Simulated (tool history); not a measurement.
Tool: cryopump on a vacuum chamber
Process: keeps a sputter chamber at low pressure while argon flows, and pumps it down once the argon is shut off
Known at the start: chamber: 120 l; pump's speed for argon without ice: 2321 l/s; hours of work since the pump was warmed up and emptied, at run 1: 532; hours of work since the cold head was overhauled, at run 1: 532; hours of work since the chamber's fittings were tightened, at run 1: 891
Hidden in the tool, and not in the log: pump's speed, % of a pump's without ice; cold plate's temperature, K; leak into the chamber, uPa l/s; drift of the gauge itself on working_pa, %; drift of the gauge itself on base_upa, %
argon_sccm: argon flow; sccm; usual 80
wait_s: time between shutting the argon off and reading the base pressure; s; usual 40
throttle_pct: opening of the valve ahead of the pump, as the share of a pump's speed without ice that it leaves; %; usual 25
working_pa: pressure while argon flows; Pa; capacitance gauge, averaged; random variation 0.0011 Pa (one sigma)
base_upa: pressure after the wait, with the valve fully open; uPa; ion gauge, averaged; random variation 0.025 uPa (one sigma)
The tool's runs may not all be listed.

| run | hour | argon_sccm | wait_s | throttle_pct | hours of work since the pump was warmed up and emptied | hours of work since the cold head was overhauled | hours of work since the chamber's fittings were tightened | working_pa | base_upa |
|---|---|---|---|---|---|---|---|---|---|
| 1 | 0 | 80 | 40 | 25 | 532 | 532 | 891 | 0.2393 | 1.85 |
| 2 | 121.5 | 80 | 40 | 35 | 619 | 619 | 978 | 0.1758 | 1.94 |
| 3 | 186.5 | 80 | 40 | 35 | 665 | 665 | 1025 | 0.1742 | 1.99 |
| 4 | 277.5 | 80 | 40 | 35 | 730 | 730 | 1090 | 0.1758 | 2.03 |
| 5 | 327.8 | 80 | 40 | 35 | 766 | 766 | 1126 | 0.1781 | 2.13 |
|  | 389.4 | leaking fittings of the chamber tightened, without venting |
| 6 | 402.5 | 80 | 40 | 25 | 818 | 818 | 9 | 0.2447 | 1.09 |
| 7 | 509 | 80 | 40 | 25 | 895 | 895 | 86 | 0.2418 | 1.12 |
| 8 | 612 | 80 | 40 | 25 | 968 | 968 | 159 | 0.2465 | 1.2 |
| 9 | 681.7 | 80 | 40 | 25 | 1018 | 1018 | 209 | 0.2459 | 1.25 |
| 10 | 769.3 | 80 | 40 | 25 | 1081 | 1081 | 272 | 0.2474 | 1.35 |
|  | 852.2 | pump warmed up, emptied and cooled again |
| 11 | 870.2 | 80 | 26 | 25 | 13 | 1149 | 340 | 0.2341 | 1.79 |
| 12 | 936.7 | 80 | 40 | 25 | 60 | 1197 | 388 | 0.2347 | 1.35 |
| 13 | 992.3 | 70 | 40 | 25 | 100 | 1237 | 428 | 0.2042 | 1.42 |
| 14 | 1093.8 | 70 | 40 | 25 | 173 | 1309 | 500 | 0.2057 | 1.49 |
| 15 | 1157.4 | 70 | 40 | 25 | 218 | 1355 | 546 | 0.2077 | 1.56 |
| 16 | 1281.5 | 70 | 40 | 25 | 307 | 1444 | 635 | 0.2076 | 1.55 |
| 17 | 1380.4 | 70 | 40 | 25 | 378 | 1514 | 705 | 0.2088 | 1.64 |
| 18 | 1453.3 | 60 | 190 | 31 | 430 | 1567 | 758 | 0.1455 | 1 |
| 19 | 1554 | 80 | 157 | 25 | 502 | 1639 | 830 | 0.2421 | 1.1 |
| 20 | 1652 | 80 | 23 | 16 | 572 | 1709 | 900 | 0.3698 | 2.53 |
| 21 | 1765.9 | 80 | 23 | 16 | 654 | 1790 | 981 | 0.3758 | 2.63 |
| 22 | 1879.5 | 58 | 40 | 33 | 735 | 1871 | 1062 | 0.1359 | 2.08 |
| 23 | 1935.5 | 58 | 97 | 33 | 775 | 1912 | 1102 | 0.1351 | 1.6 |
|  | 2032.8 | leaking fittings of the chamber tightened, without venting |
| 24 | 2056.2 | 33 | 25 | 33 | 860 | 1996 | 17 | 0.0785 | 1.65 |
| 25 | 2110.9 | 33 | 25 | 33 | 899 | 2036 | 56 | 0.0765 | 1.72 |
| 26 | 2198.5 | 35 | 248 | 37 | 962 | 2098 | 119 | 0.0745 | 0.38 |
| 27 | 2305.2 | 69 | 79 | 25 | 1038 | 2175 | 195 | 0.2125 | 0.83 |
| 28 | 2365 | 69 | 79 | 25 | 1081 | 2217 | 238 | 0.2127 | 0.88 |
| 29 | 2429.4 | 60 | 35 | 25 | 1127 | 2263 | 284 | 0.1855 | 1.48 |
|  | 2440.9 | pump warmed up, emptied and cooled again |
| 30 | 2505.4 | 60 | 35 | 41 | 46 | 2314 | 334 | 0.1089 | 1.46 |
| 31 | 2589.7 | 102 | 40 | 30 | 106 | 2374 | 395 | 0.2521 | 1.41 |
| 32 | 2657.9 | 102 | 40 | 30 | 155 | 2423 | 444 | 0.2534 | 1.44 |
| 33 | 2723.3 | 80 | 97 | 53 | 202 | 2470 | 490 | 0.1151 | 0.94 |

5 ways to go on from here, each from the tool as it stands after run 33. What would each give?
| A | 2838.5 | 80 | 138 | 50 | 284 | 2552 | 573 | ? | ? |
| B | 2838.5 | 53 | 82 | 30 | 284 | 2552 | 573 | ? | ? |
| C | 2838.5 | 80 | 148 | 49 | 284 | 2552 | 573 | ? | ? |
| D | 2838.5 | 43 | 97 | 53 | 284 | 2552 | 573 | ? | ? |
| E | 2838.5 | 151 | 30 | 53 | 284 | 2552 | 573 | ? | ? |

| run | working_pa | base_upa |
|---|---|---|
| A | 0.1217 | 0.88 |
| B | 0.1316 | 1.07 |
| C | 0.1238 | 0.88 |
| D | 0.0615 | 0.99 |
| E | 0.216 | 1.89 |
Without the tool's hidden state the same runs would have given:
| run | working_pa | base_upa |
|---|---|---|
| A | 0.1167 | 0.36 |
| B | 0.1283 | 0.54 |
| C | 0.1189 | 0.34 |
| D | 0.0589 | 0.46 |
| E | 0.2066 | 1.36 |
